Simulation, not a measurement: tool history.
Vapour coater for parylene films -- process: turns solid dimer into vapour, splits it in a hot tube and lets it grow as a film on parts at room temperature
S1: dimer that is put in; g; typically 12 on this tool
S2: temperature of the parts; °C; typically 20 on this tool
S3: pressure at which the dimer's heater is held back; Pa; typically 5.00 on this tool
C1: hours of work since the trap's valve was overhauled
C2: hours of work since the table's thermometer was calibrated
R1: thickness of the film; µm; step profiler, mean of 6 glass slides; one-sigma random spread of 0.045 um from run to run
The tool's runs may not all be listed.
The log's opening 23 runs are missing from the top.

run 24 hour=683.5 | S1=8 S2=13 S3=5.92 | C1=163 C2=129 | R1=4.06
run 25 hour=714.5 | S1=10 S2=26 S3=8.46 | C1=191 C2=157 | R1=3.03
run 26 hour=734.2 | S1=16 S2=18 S3=5.66 | C1=209 C2=175 | R1=6.72
run 27 hour=757.8 | S1=16 S2=18 S3=5.66 | C1=230 C2=196 | R1=6.77
run 28 hour=785.5 | S1=16 S2=18 S3=8.34 | C1=255 C2=221 | R1=6.30
run 29 hour=813.2 | S1=16 S2=18 S3=8.34 | C1=280 C2=246 | R1=6.32
run 30 hour=848.4 | S1=16 S2=12 S3=9.49 | C1=311 C2=277 | R1=7.67
run 31 hour=883.2 | S1=16 S2=12 S3=9.49 | C1=343 C2=309 | R1=7.61
run 32 hour=919.8 | S1=7 S2=20 S3=3.44 | C1=375 C2=342 | R1=2.85
-- hour=933.2 trap's valve overhauled
run 33 hour=941.4 | S1=10 S2=20 S3=8.55 | C1=7 C2=357 | R1=3.87
run 34 hour=964.7 | S1=10 S2=20 S3=8.55 | C1=28 C2=378 | R1=3.82
run 35 hour=1002.3 | S1=7 S2=20 S3=2.10 | C1=62 C2=412 | R1=3.27
run 36 hour=1022.3 | S1=7 S2=20 S3=5.19 | C1=80 C2=430 | R1=2.88

3 options for the next run, each taken on its own from the tool as it stands now. Forecast them:
run A hour=1051.8 | S1=19 S2=20 S3=7.68 | C1=106 C2=456 | R1=?
run B hour=1051.8 | S1=6 S2=16 S3=4.55 | C1=106 C2=456 | R1=?
run C hour=1051.8 | S1=8 S2=32 S3=2.28 | C1=106 C2=456 | R1=?

run=A R1=7.27
run=B R1=2.88
run=C R1=2.35
Without the tool's hidden state the same runs would have given:
run=A R1=7.49
run=B R1=2.96
run=C R1=2.42

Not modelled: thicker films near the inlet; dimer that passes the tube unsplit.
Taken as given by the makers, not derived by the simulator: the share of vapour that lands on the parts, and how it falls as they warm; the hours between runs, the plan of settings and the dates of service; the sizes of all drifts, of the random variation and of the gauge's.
